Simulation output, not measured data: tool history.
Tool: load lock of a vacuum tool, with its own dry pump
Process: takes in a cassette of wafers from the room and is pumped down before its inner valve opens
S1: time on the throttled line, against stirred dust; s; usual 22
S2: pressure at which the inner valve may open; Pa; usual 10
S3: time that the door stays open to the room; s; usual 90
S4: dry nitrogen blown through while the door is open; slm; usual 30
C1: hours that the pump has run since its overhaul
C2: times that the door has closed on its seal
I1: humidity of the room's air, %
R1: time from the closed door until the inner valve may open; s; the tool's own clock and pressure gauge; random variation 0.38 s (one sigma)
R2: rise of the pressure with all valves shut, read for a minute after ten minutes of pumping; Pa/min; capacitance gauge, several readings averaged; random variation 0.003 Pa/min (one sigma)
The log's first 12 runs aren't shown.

{"run": 13, "hour": 1679.3, "S1": 22, "S2": 10, "S3": 90, "S4": 30, "C1": 2089, "C2": 25726, "I1": 46.6, "R1": 49.8, "R2": 0.314}
{"run": 14, "hour": 1816.3, "S1": 12, "S2": 10, "S3": 90, "S4": 30, "C1": 2226, "C2": 26204, "I1": 43.9, "R1": 42.3, "R2": 0.317}
{"run": 15, "hour": 1946.8, "S1": 12, "S2": 10, "S3": 90, "S4": 30, "C1": 2357, "C2": 26658, "I1": 50.2, "R1": 42.6, "R2": 0.329}
{"run": 16, "hour": 2020.9, "S1": 12, "S2": 10, "S3": 90, "S4": 30, "C1": 2431, "C2": 26916, "I1": 47.0, "R1": 42.1, "R2": 0.32}
{"run": 17, "hour": 2126.8, "S1": 12, "S2": 10, "S3": 90, "S4": 30, "C1": 2537, "C2": 27286, "I1": 47.5, "R1": 42.0, "R2": 0.336}
{"run": 18, "hour": 2290.8, "S1": 12, "S2": 10, "S3": 90, "S4": 30, "C1": 2701, "C2": 27857, "I1": 45.6, "R1": 42.3, "R2": 0.342}
{"run": 19, "hour": 2366.5, "S1": 12, "S2": 10, "S3": 90, "S4": 30, "C1": 2777, "C2": 28121, "I1": 46.3, "R1": 41.7, "R2": 0.353}
{"run": 20, "hour": 2501.3, "S1": 26, "S2": 10, "S3": 26, "S4": 30, "C1": 2911, "C2": 28590, "I1": 44.9, "R1": 53.6, "R2": 0.349}
{"run": 21, "hour": 2596.2, "S1": 26, "S2": 10, "S3": 26, "S4": 30, "C1": 3006, "C2": 28921, "I1": 47.2, "R1": 54.0, "R2": 0.345}
{"run": 22, "hour": 2707.6, "S1": 26, "S2": 10, "S3": 26, "S4": 30, "C1": 3118, "C2": 29310, "I1": 44.9, "R1": 53.5, "R2": 0.356}
{"run": 23, "hour": 2869.1, "S1": 19, "S2": 8, "S3": 192, "S4": 7, "C1": 3279, "C2": 29872, "I1": 45.7, "R1": 49.0, "R2": 0.433}
{"run": 24, "hour": 2967.1, "S1": 13, "S2": 8, "S3": 49, "S4": 41, "C1": 3377, "C2": 30214, "I1": 48.2, "R1": 43.6, "R2": 0.386}
{"run": 25, "hour": 3073.8, "S1": 22, "S2": 11, "S3": 90, "S4": 13, "C1": 3484, "C2": 30586, "I1": 44.8, "R1": 50.4, "R2": 0.415}
{"run": 26, "hour": 3170.4, "S1": 22, "S2": 11, "S3": 90, "S4": 13, "C1": 3580, "C2": 30922, "I1": 48.7, "R1": 50.1, "R2": 0.428}
{"run": 27, "hour": 3285.7, "S1": 22, "S2": 16, "S3": 115, "S4": 18, "C1": 3696, "C2": 31324, "I1": 41.3, "R1": 47.8, "R2": 0.422}
{"run": 28, "hour": 3465.9, "S1": 22, "S2": 19, "S3": 115, "S4": 18, "C1": 3876, "C2": 31952, "I1": 44.8, "R1": 47.7, "R2": 0.437}
{"run": 29, "hour": 3616.2, "S1": 22, "S2": 13, "S3": 120, "S4": 18, "C1": 4026, "C2": 32476, "I1": 45.1, "R1": 49.9, "R2": 0.447}
{"run": 30, "hour": 3792.9, "S1": 36, "S2": 7, "S3": 62, "S4": 9, "C1": 4203, "C2": 33092, "I1": 47.6, "R1": 62.1, "R2": 0.462}
{"run": 31, "hour": 3962.8, "S1": 36, "S2": 7, "S3": 62, "S4": 9, "C1": 4373, "C2": 33684, "I1": 44.7, "R1": 63.3, "R2": 0.472}
{"run": 32, "hour": 4036.8, "S1": 36, "S2": 11, "S3": 62, "S4": 26, "C1": 4447, "C2": 33942, "I1": 42.5, "R1": 61.3, "R2": 0.463}
{"run": 33, "hour": 4212.4, "S1": 19, "S2": 10, "S3": 61, "S4": 32, "C1": 4622, "C2": 34553, "I1": 42.6, "R1": 48.1, "R2": 0.46}
{"hour": 4230.4, "done": "door's seal changed, seat wiped"}
{"run": 34, "hour": 4355.6, "S1": 34, "S2": 20, "S3": 58, "S4": 30, "C1": 4764, "C2": 436, "I1": 44.9, "R1": 58.2, "R2": 0.047}
{"run": 35, "hour": 4516.8, "S1": 34, "S2": 20, "S3": 58, "S4": 30, "C1": 4925, "C2": 998, "I1": 44.6, "R1": 58.1, "R2": 0.037}
{"run": 36, "hour": 4674.5, "S1": 18, "S2": 20, "S3": 58, "S4": 30, "C1": 5083, "C2": 1548, "I1": 48.4, "R1": 45.0, "R2": 0.051}
{"run": 37, "hour": 4798.6, "S1": 13, "S2": 10, "S3": 90, "S4": 22, "C1": 5207, "C2": 1980, "I1": 38.3, "R1": 43.8, "R2": 0.054}

Forecast each of these 3 alternatives for the next run:
{"run": "A", "hour": 4917.7, "S1": 41, "S2": 10, "S3": 90, "S4": 22, "C1": 5326, "C2": 2395, "I1": 44.2, "R1": "?", "R2": "?"}
{"run": "B", "hour": 4917.7, "S1": 22, "S2": 7, "S3": 90, "S4": 16, "C1": 5326, "C2": 2395, "I1": 43.2, "R1": "?", "R2": "?"}
{"run": "C", "hour": 4917.7, "S1": 17, "S2": 9, "S3": 90, "S4": 24, "C1": 5326, "C2": 2395, "I1": 48.4, "R1": "?", "R2": "?"}

run=A R1=65.8 R2=0.060
run=B R1=51.4 R2=0.067
run=C R1=47.5 R2=0.066
Without the tool's hidden state the same runs would have given:
run=A R1=64.2 R2=0.048
run=B R1=49.4 R2=0.055
run=C R1=45.5 R2=0.054
